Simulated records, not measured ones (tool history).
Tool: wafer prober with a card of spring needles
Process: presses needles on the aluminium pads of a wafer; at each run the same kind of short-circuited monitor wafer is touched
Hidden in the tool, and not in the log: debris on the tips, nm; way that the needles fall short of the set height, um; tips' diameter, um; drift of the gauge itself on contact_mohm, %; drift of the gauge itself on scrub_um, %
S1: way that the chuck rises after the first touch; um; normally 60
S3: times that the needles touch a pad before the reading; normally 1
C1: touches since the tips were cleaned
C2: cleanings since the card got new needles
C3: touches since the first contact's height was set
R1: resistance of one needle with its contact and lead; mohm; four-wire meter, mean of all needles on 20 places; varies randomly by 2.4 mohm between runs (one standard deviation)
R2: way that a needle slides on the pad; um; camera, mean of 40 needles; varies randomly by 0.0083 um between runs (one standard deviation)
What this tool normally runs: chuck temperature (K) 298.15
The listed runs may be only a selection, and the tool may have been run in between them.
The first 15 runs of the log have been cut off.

{"hour": 162.5, "done": "tips cleaned on abrasive film"}
{"run": 16, "hour": 167.9, "S1": 60, "chuck temperature (K)": 298.15, "S3": 3, "C1": 1660, "C2": 30, "C3": 86873, "R1": 265, "R2": 12.667}
{"hour": 184.8, "done": "tips cleaned on abrasive film"}
{"run": 17, "hour": 185.0, "S1": 60, "chuck temperature (K)": 298.15, "S3": 1, "C1": 63, "C2": 31, "C3": 92199, "R1": 260, "R2": 12.652}
{"run": 18, "hour": 199.6, "S1": 60, "chuck temperature (K)": 381.15, "S3": 1, "C1": 4589, "C2": 31, "C3": 96725, "R1": 293, "R2": 12.646}
{"hour": 207.5, "done": "tips cleaned on abrasive film"}
{"run": 19, "hour": 208.5, "S1": 60, "chuck temperature (K)": 381.15, "S3": 1, "C1": 302, "C2": 32, "C3": 99476, "R1": 291, "R2": 12.617}
{"run": 20, "hour": 221.8, "S1": 60, "chuck temperature (K)": 381.15, "S3": 1, "C1": 4465, "C2": 32, "C3": 103639, "R1": 293, "R2": 12.619}
{"hour": 229.7, "done": "tips cleaned on abrasive film"}
{"run": 21, "hour": 230.1, "S1": 71, "chuck temperature (K)": 379.15, "S3": 1, "C1": 140, "C2": 33, "C3": 106188, "R1": 291, "R2": 14.909}
{"run": 22, "hour": 241.3, "S1": 60, "chuck temperature (K)": 311.15, "S3": 2, "C1": 3634, "C2": 33, "C3": 109682, "R1": 268, "R2": 12.601}
{"hour": 251.5, "done": "tips cleaned on abrasive film"}
{"run": 23, "hour": 254.3, "S1": 52, "chuck temperature (K)": 387.15, "S3": 2, "C1": 892, "C2": 34, "C3": 113703, "R1": 303, "R2": 10.901}
{"run": 24, "hour": 263.9, "S1": 74, "chuck temperature (K)": 321.15, "S3": 3, "C1": 3890, "C2": 34, "C3": 116701, "R1": 272, "R2": 15.518}
{"hour": 272.8, "done": "tips cleaned on abrasive film"}
{"run": 25, "hour": 277.6, "S1": 58, "chuck temperature (K)": 298.15, "S3": 1, "C1": 1522, "C2": 35, "C3": 120944, "R1": 273, "R2": 12.154}
{"run": 26, "hour": 289.7, "S1": 61, "chuck temperature (K)": 305.15, "S3": 2, "C1": 5282, "C2": 35, "C3": 124704, "R1": 272, "R2": 12.776}
{"hour": 294.1, "done": "tips cleaned on abrasive film"}
{"run": 27, "hour": 304.5, "S1": 61, "chuck temperature (K)": 305.15, "S3": 2, "C1": 3232, "C2": 36, "C3": 129284, "R1": 270, "R2": 12.771}
{"hour": 309.7, "done": "height of the first contact set anew"}
{"hour": 316.5, "done": "tips cleaned on abrasive film"}
{"run": 28, "hour": 317.6, "S1": 61, "chuck temperature (K)": 305.15, "S3": 2, "C1": 352, "C2": 37, "C3": 2439, "R1": 269, "R2": 12.754}
{"run": 29, "hour": 334.5, "S1": 66, "chuck temperature (K)": 326.15, "S3": 1, "C1": 5615, "C2": 37, "C3": 7702, "R1": 277, "R2": 13.786}
{"hour": 337.9, "done": "tips cleaned on abrasive film"}
{"run": 30, "hour": 347.8, "S1": 60, "chuck temperature (K)": 326.15, "S3": 2, "C1": 3089, "C2": 38, "C3": 11830, "R1": 278, "R2": 12.522}
{"hour": 359.6, "done": "tips cleaned on abrasive film"}
{"run": 31, "hour": 364.6, "S1": 60, "chuck temperature (K)": 326.15, "S3": 1, "C1": 1562, "C2": 39, "C3": 17035, "R1": 280, "R2": 12.498}
{"run": 32, "hour": 372.7, "S1": 44, "chuck temperature (K)": 298.15, "S3": 2, "C1": 4071, "C2": 39, "C3": 19544, "R1": 276, "R2": 9.181}

Forecast run 33:
{"run": 33, "hour": 380.5, "S1": 41, "chuck temperature (K)": 318.15, "S3": 2, "C1": 6502, "C2": 39, "C3": 21975, "R1": "?", "R2": "?"}

{"run 33": {"R1": 284, "R2": 8.554}}
Had the tool carried no hidden state, the very same run would have given R1 283 mohm, R2 8.757 um.

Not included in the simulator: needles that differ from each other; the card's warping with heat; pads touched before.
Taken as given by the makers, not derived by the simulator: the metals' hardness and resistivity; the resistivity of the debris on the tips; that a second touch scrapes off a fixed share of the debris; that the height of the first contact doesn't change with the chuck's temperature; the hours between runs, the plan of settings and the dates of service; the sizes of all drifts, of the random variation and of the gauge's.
